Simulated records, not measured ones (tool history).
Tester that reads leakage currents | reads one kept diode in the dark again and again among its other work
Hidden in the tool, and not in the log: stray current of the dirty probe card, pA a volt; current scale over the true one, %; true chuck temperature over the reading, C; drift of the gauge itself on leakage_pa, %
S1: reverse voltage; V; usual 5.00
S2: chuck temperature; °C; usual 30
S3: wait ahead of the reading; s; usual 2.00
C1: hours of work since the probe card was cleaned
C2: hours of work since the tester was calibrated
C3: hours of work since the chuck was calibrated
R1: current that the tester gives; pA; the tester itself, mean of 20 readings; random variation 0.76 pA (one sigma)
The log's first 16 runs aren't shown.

run	hour	S1	S2	S3	C1	C2	C3	R1
17	427.7	5.00	25	1.98	535	322	1648	187.36
# hour 433.5: chuck's temperature calibrated
18	454.3	5.00	25	1.98	552	339	14	171.93
19	487.2	2.08	30	2.00	574	361	36	163.78
20	514.2	5.00	29	2.00	592	379	54	237.35
21	553.4	2.65	25	0.44	618	405	80	124.09
22	578.6	5.00	20	2.00	635	422	97	113.22
23	607.7	5.00	20	2.00	654	441	116	113.44
24	645.2	2.86	34	6.13	679	466	141	265.45
25	675.0	6.25	34	0.52	699	486	161	398.21
26	695.4	6.25	34	0.52	713	500	175	399.70
27	728.9	2.18	40	0.96	735	522	197	364.60
28	752.5	2.18	40	0.96	751	538	213	366.89
29	775.3	2.18	40	0.96	766	553	228	367.80
30	791.2	1.59	30	2.00	777	564	239	144.89
31	819.3	1.59	30	2.00	796	583	258	144.95
32	853.2	1.06	30	2.00	818	605	280	117.20
33	885.5	5.08	28	3.50	840	627	302	224.21
34	920.1	1.62	53	2.00	863	650	325	803.50
35	958.1	1.62	53	2.00	888	675	351	808.99
36	984.4	15.85	20	2.00	906	693	368	212.86
37	1015.8	1.60	30	2.00	927	714	389	146.56
38	1051.6	1.60	24	2.00	951	738	413	89.56
39	1069.9	5.00	23	1.93	963	750	425	149.07
40	1095.3	1.17	23	1.22	980	767	442	70.81

Forecast each of these 4 alternatives for the next run:
A	1115.4	1.22	23	0.67	994	781	456	?
B	1115.4	1.54	25	0.44	994	781	456	?
C	1115.4	2.01	30	2.00	994	781	456	?
D	1115.4	5.68	57	5.18	994	781	456	?

run	R1
A	72.26
B	96.55
C	165.02
D	2029.47
Without the tool's hidden state the same runs would have given:
run	R1
A	69.16
B	92.49
C	158.36
D	1962.25
